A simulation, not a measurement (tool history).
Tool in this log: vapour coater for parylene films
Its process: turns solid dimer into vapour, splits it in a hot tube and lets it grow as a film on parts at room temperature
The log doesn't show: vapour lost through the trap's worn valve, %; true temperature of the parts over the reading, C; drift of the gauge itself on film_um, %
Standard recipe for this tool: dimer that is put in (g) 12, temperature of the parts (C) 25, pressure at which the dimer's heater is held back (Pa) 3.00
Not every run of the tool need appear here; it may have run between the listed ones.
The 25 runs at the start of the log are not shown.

run	hour	dimer that is put in (g)	temperature of the parts (C)	pressure at which the dimer's heater is held back (Pa)	hours of work since the trap's valve was overhauled	hours of work since the table's thermometer was calibrated	thickness of the film (nm)
26	268.5	8	31	7.98	290	245	3220
27	279.4	8	31	7.98	296	250	3140
28	292.9	6	25	4.52	303	258	2740
29	300.9	19	25	3.00	307	262	8760
30	315.3	13	25	10.58	315	270	5600
31	327.5	8	31	3.12	322	276	3310
32	341.4	8	26	10.07	329	283	3400
33	349.4	8	26	10.07	333	288	3380
34	364.2	16	20	5.96	341	296	7760
35	370.8	16	20	5.96	345	299	7770
36	377.6	12	25	5.03	348	303	5350
37	390.7	12	25	5.03	355	310	5330
38	402.4	10	25	5.03	362	316	4400
39	413.7	10	25	5.03	368	322	4460
40	428.0	22	25	11.58	375	329	9240
41	435.3	11	29	9.23	379	333	4380
42	448.1	11	29	9.23	386	340	4340
43	461.5	12	22	3.00	393	347	5730
44	473.3	12	22	3.00	399	354	5730
45	485.9	6	19	5.44	406	360	2910
46	495.0	6	19	5.86	411	365	2870
47	507.3	17	25	3.00	417	372	7590
48	521.0	19	36	5.18	425	379	6750

3 ways to go on from here, each from the tool as it stands after run 48. What would each give?
A	532.7	12	25	11.47	431	385	?
B	532.7	12	31	9.49	431	385	?
C	532.7	14	25	3.00	431	385	?

run	thickness of the film (nm)
A	5000
B	4480
C	6130
Without the tool's unlogged condition, the same runs would have read:
run	thickness of the film (nm)
A	5760
B	5160
C	7050
